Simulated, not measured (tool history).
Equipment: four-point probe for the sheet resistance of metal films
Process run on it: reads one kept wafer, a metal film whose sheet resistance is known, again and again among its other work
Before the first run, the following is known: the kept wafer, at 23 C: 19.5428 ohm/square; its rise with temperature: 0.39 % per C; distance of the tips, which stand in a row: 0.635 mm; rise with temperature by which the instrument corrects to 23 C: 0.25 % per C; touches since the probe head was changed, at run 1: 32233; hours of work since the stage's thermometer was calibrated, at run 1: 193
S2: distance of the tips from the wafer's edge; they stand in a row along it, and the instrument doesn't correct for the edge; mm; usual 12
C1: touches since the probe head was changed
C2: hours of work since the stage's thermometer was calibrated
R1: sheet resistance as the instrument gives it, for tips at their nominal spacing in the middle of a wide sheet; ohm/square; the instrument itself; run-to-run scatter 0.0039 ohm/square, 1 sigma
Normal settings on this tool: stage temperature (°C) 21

run 1 hour=0.0 | stage_temperature_(°C)=21 S2=12 | C1=32233 C2=193 | R1=19.543168
run 2 hour=65.3 | stage_temperature_(°C)=21 S2=12 | C1=33314 C2=234 | R1=19.541747
run 3 hour=130.2 | stage_temperature_(°C)=29 S2=12 | C1=34389 C2=275 | R1=19.750263
run 4 hour=175.5 | stage_temperature_(°C)=20 S2=12 | C1=35139 C2=304 | R1=19.519544
run 5 hour=226.2 | stage_temperature_(°C)=21 S2=10 | C1=35978 C2=336 | R1=19.559235
run 6 hour=266.5 | stage_temperature_(°C)=21 S2=10 | C1=36644 C2=361 | R1=19.555853
run 7 hour=300.6 | stage_temperature_(°C)=21 S2=12 | C1=37210 C2=383 | R1=19.549277
run 8 hour=359.9 | stage_temperature_(°C)=21 S2=12 | C1=38191 C2=420 | R1=19.549935
run 9 hour=427.3 | stage_temperature_(°C)=21 S2=12 | C1=39306 C2=462 | R1=19.546407
run 10 hour=466.4 | stage_temperature_(°C)=21 S2=12 | C1=39954 C2=487 | R1=19.552828
run 11 hour=518.0 | stage_temperature_(°C)=21 S2=12 | C1=40808 C2=520 | R1=19.550191
run 12 hour=580.8 | stage_temperature_(°C)=21 S2=12 | C1=41848 C2=559 | R1=19.550385
run 13 hour=639.7 | stage_temperature_(°C)=21 S2=12 | C1=42823 C2=596 | R1=19.558335

For run 14, what comes out?
-- hour=643.0 stage's thermometer calibrated
run 14 hour=670.0 | stage_temperature_(°C)=21 S2=12 | C1=43317 C2=17 | R1=?

{"run 14": {"R1": 19.548167}}
Without the tool's hidden state the same run would have given R1 19.520355 ohm/square.
